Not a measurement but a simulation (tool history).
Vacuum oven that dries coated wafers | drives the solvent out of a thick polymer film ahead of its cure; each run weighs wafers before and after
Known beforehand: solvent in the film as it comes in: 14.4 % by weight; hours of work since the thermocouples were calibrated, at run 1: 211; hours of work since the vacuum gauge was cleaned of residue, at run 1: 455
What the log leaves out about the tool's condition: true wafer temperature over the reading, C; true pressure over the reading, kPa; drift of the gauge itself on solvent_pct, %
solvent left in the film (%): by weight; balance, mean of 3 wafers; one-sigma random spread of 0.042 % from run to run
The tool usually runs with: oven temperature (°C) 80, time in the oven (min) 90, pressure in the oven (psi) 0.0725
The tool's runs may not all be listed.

run,hour,oven temperature (°C),time in the oven (min),pressure in the oven (psi),hours of work since the thermocouples were calibrated,hours of work since the vacuum gauge was cleaned of residue,solvent left in the film (%)
1,0.0,80,90,0.0725,211,455,3.17
2,24.2,80,90,0.0725,225,468,3.14
3,38.9,80,90,0.0725,233,477,3.20
4,60.1,80,98,0.0725,246,489,2.74
5,85.0,80,98,0.0725,260,503,2.84
6,101.8,80,98,0.0725,269,513,2.84
7,127.2,80,98,0.0725,284,527,2.78
8,146.2,66,98,0.0725,294,538,5.46
9,172.1,66,98,0.0725,309,553,5.46
10,194.6,66,98,0.0725,322,565,5.46
11,222.3,83,154,0.0444,338,581,0.89
12,246.8,87,81,0.0365,352,595,2.37
13,263.2,85,81,0.0365,361,604,2.70
14,274.7,68,127,0.0725,368,611,3.92
15,287.3,80,102,0.2718,375,618,2.89

The same runs without the tool's hidden state, with the same run-to-run variation:
run,solvent left in the film (%)
1,3.10
2,3.07
3,3.13
4,2.68
5,2.78
6,2.78
7,2.73
8,5.39
9,5.40
10,5.40
11,0.84
12,2.35
13,2.67
14,3.87
15,2.86
